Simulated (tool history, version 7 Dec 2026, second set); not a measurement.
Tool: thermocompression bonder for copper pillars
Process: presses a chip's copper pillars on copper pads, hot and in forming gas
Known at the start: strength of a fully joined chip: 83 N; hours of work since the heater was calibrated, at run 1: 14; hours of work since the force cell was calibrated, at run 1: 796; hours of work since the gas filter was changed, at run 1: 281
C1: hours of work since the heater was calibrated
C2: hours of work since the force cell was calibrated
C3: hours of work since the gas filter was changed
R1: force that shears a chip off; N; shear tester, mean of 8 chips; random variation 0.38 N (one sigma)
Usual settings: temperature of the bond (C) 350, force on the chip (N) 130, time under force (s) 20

Run 1, hour 0: usual settings; C1 14; C2 796; C3 281. Result: R1 61.1 N.
At hour 32.2: forming gas filter changed.
Run 2, hour 35.8: usual settings; C1 37; C2 819; C3 2. Result: R1 60.8 N.
Run 3, hour 72.5: usual settings but force on the chip (N) 129; C1 61; C2 842; C3 26. Result: R1 60.8 N.
Run 4, hour 124.8: usual settings but force on the chip (N) 129; C1 94; C2 876; C3 60. Result: R1 60.7 N.
Run 5, hour 169.3: usual settings but force on the chip (N) 129; C1 123; C2 905; C3 89. Result: R1 61 N.
Run 6, hour 214.6: usual settings but force on the chip (N) 129; C1 152; C2 934; C3 118. Result: R1 61.5 N.
Run 7, hour 261: usual settings but force on the chip (N) 129; C1 182; C2 964; C3 148. Result: R1 61.3 N.
Run 8, hour 322.7: usual settings but force on the chip (N) 129; C1 222; C2 1004; C3 188. Result: R1 60.4 N.
Run 9, hour 379: usual settings but time under force (s) 23; C1 259; C2 1040; C3 224. Result: R1 63.3 N.
Run 10, hour 440.2: usual settings but force on the chip (N) 98; C1 298; C2 1080; C3 264. Result: R1 54.4 N.
Run 11, hour 475.3: usual settings but force on the chip (N) 98; C1 321; C2 1103; C3 286. Result: R1 54.4 N.
At hour 500.4: forming gas filter changed.
Run 12, hour 541.4: usual settings but time under force (s) 35; C1 363; C2 1145; C3 26. Result: R1 68.6 N.
Run 13, hour 573.3: usual settings but time under force (s) 35; C1 384; C2 1166; C3 47. Result: R1 68.6 N.
Run 14, hour 631.6: usual settings but force on the chip (N) 177; C1 422; C2 1203; C3 85. Result: R1 66.9 N.
Run 15, hour 690.8: usual settings; C1 460; C2 1242; C3 123. Result: R1 60.7 N.
Run 16, hour 725.9: usual settings; C1 483; C2 1264; C3 146. Result: R1 61.2 N.
Run 17, hour 794.2: usual settings; C1 527; C2 1308; C3 190. Result: R1 61.5 N.
Run 18, hour 846.1: usual settings; C1 560; C2 1342; C3 223. Result: R1 60.9 N.
At hour 910.2: heater calibrated with a thermocouple chip.
Run 19, hour 910.2: usual settings but force on the chip (N) 128; C1 0; C2 1382; C3 264. Result: R1 59.7 N.
Run 20, hour 952.8: usual settings; C1 28; C2 1410; C3 291. Result: R1 60.8 N.
At hour 970.4: forming gas filter changed.
Run 21, hour 982.5: usual settings; C1 46; C2 1428; C3 8. Result: R1 61 N.
Run 22, hour 1013.9: usual settings but temperature of the bond (C) 372, time under force (s) 51; C1 67; C2 1449; C3 28. Result: R1 77.1 N.
Run 23, hour 1046.8: usual settings but temperature of the bond (C) 374, force on the chip (N) 132, time under force (s) 31; C1 88; C2 1470; C3 49. Result: R1 72.7 N.
Run 24, hour 1102.7: usual settings but temperature of the bond (C) 352, force on the chip (N) 142, time under force (s) 18; C1 124; C2 1506; C3 86. Result: R1 62 N.
Run 25, hour 1144.2: usual settings but temperature of the bond (C) 363, force on the chip (N) 126, time under force (s) 11; C1 151; C2 1533; C3 112. Result: R1 55.4 N.
Run 26, hour 1174.6: usual settings but temperature of the bond (C) 333, force on the chip (N) 95, time under force (s) 15; C1 171; C2 1553; C3 132. Result: R1 43.8 N.
Run 27, hour 1236.6: usual settings but temperature of the bond (C) 365, time under force (s) 16; C1 211; C2 1593; C3 172. Result: R1 61.9 N.
Run 28, hour 1285.2: usual settings but temperature of the bond (C) 365, time under force (s) 16; C1 242; C2 1624; C3 203. Result: R1 62.2 N.
At hour 1330.3: force cell calibrated.
Run 29, hour 1351.7: usual settings but time under force (s) 40; C1 284; C2 14; C3 245. Result: R1 70.4 N.
Run 30, hour 1401.8: usual settings but temperature of the bond (C) 362, force on the chip (N) 78, time under force (s) 24; C1 316; C2 46; C3 278. Result: R1 54.2 N.
At hour 1438.9: forming gas filter changed.
Run 31, hour 1457.7: usual settings but temperature of the bond (C) 362, force on the chip (N) 78, time under force (s) 24; C1 352; C2 82; C3 12. Result: R1 55.4 N.
Run 32, hour 1512: usual settings but temperature of the bond (C) 351, force on the chip (N) 160; C1 387; C2 117; C3 47. Result: R1 66.8 N.
Run 33, hour 1565.6: usual settings but temperature of the bond (C) 351, force on the chip (N) 160, time under force (s) 12; C1 422; C2 152; C3 82. Result: R1 59.1 N.
Run 34, hour 1618.7: usual settings but force on the chip (N) 82; C1 456; C2 186; C3 116. Result: R1 50.3 N.
Run 35, hour 1685.6: usual settings but temperature of the bond (C) 380, force on the chip (N) 139, time under force (s) 26; C1 499; C2 229; C3 159. Result: R1 73 N.
Run 36, hour 1717.3: usual settings but temperature of the bond (C) 380, force on the chip (N) 195, time under force (s) 26; C1 520; C2 250; C3 180. Result: R1 78.4 N.
Run 37, hour 1781.5: usual settings but temperature of the bond (C) 344, force on the chip (N) 167, time under force (s) 10; C1 561; C2 291; C3 221. Result: R1 54.7 N.
At hour 1843.9: heater calibrated with a thermocouple chip.
Run 38, hour 1844.1: usual settings but temperature of the bond (C) 367, force on the chip (N) 161, time under force (s) 21; C1 0; C2 330; C3 261. Result: R1 70.7 N.
Run 39, hour 1890.5: usual settings but temperature of the bond (C) 367, force on the chip (N) 162, time under force (s) 21; C1 30; C2 360; C3 291. Result: R1 71 N.

How the hidden state differs across the entries between the runs, from the last listed run before each to the first after it:
Between runs 1 and 2: forming gas filter changed (hour 32.2)
  oxide that the forming gas leaves, % of the face: 0.83 -> 0.5
Between runs 11 and 12: forming gas filter changed (hour 500.4)
  true temperature of the bond over the reading, C: 0.7 -> 0.8; force that reaches the chip, % of what is set: 99.5 -> 99.4; oxide that the forming gas leaves, % of the face: 0.79 -> 0.53
Between runs 18 and 19: heater calibrated with a thermocouple chip (hour 910.2)
  true temperature of the bond over the reading, C: 1.2 -> 0.1; force that reaches the chip, % of what is set: 99.4 -> 99.3; oxide that the forming gas leaves, % of the face: 0.73 -> 0.77
Between runs 20 and 21: forming gas filter changed (hour 970.4)
  oxide that the forming gas leaves, % of the face: 0.79 -> 0.52
Between runs 28 and 29: force cell calibrated (hour 1330.3)
  true temperature of the bond over the reading, C: 0.6 -> 0.7; force that reaches the chip, % of what is set: 99.2 -> 100; oxide that the forming gas leaves, % of the face: 0.72 -> 0.77
Between runs 30 and 31: forming gas filter changed (hour 1438.9)
  oxide that the forming gas leaves, % of the face: 0.8 -> 0.51
Between runs 37 and 38: heater calibrated with a thermocouple chip (hour 1843.9)
  true temperature of the bond over the reading, C: 1.3 -> -0.1; oxide that the forming gas leaves, % of the face: 0.72 -> 0.76
